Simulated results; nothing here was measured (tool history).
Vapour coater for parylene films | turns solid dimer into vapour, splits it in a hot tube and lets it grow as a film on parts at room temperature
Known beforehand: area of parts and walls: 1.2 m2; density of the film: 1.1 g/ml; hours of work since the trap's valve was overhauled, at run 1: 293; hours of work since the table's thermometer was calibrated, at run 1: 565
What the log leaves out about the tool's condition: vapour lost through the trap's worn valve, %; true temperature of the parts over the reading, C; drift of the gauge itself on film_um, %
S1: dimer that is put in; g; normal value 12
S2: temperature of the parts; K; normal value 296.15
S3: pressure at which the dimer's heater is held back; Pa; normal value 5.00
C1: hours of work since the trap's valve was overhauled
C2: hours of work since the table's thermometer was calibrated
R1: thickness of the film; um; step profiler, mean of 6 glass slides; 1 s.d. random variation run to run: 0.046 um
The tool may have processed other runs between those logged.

run	day	S1	S2	S3	C1	C2	R1
1	0.000	12	296.15	5.00	293	565	4.93
2	0.792	12	296.15	3.98	308	580	5.00
3	1.392	12	296.15	3.98	320	592	5.11
4	2.104	17	296.15	5.00	334	606	6.87
5	2.458	17	296.15	5.00	340	613	6.88
6	2.992	12	296.15	4.40	351	623	4.94
7	3.667	12	296.15	4.40	364	636	4.99
8	4.050	12	296.15	3.81	371	644	5.00
9	4.412	12	296.15	4.83	378	651	4.90
10	5.038	12	296.15	4.83	390	663	4.81
11	5.575	12	296.15	5.00	401	673	4.83
12	6.217	12	296.15	5.00	413	686	4.79
13	6.575	12	296.15	3.71	420	693	4.95
14	7.029	12	296.15	3.71	429	701	4.95
15	7.621	12	296.15	5.00	441	713	4.72
16	8.021	12	296.15	5.00	448	721	4.70
# day 8.242: trap's valve overhauled
17	8.962	11	296.15	5.00	14	736	4.15
# day 9.875: trap's valve overhauled, once more
18	9.883	6	296.15	5.00	0	750	2.59
19	10.342	6	296.15	5.00	9	759	2.61
20	10.921	6	296.15	5.00	20	770	2.59
21	11.542	6	296.15	5.00	32	782	2.57
22	11.975	6	296.15	5.00	41	791	2.60
23	12.475	6	296.15	5.00	50	801	2.62
24	12.950	12	298.15	5.64	60	810	4.81
25	13.517	6	289.15	6.99	71	821	3.16

For run 26, what comes out?
26	13.875	12	294.15	10.20	78	828	?

{"run 26": {"R1": 5.19}}
Had the tool carried no hidden state, the very same run would have given R1 5.25 um.
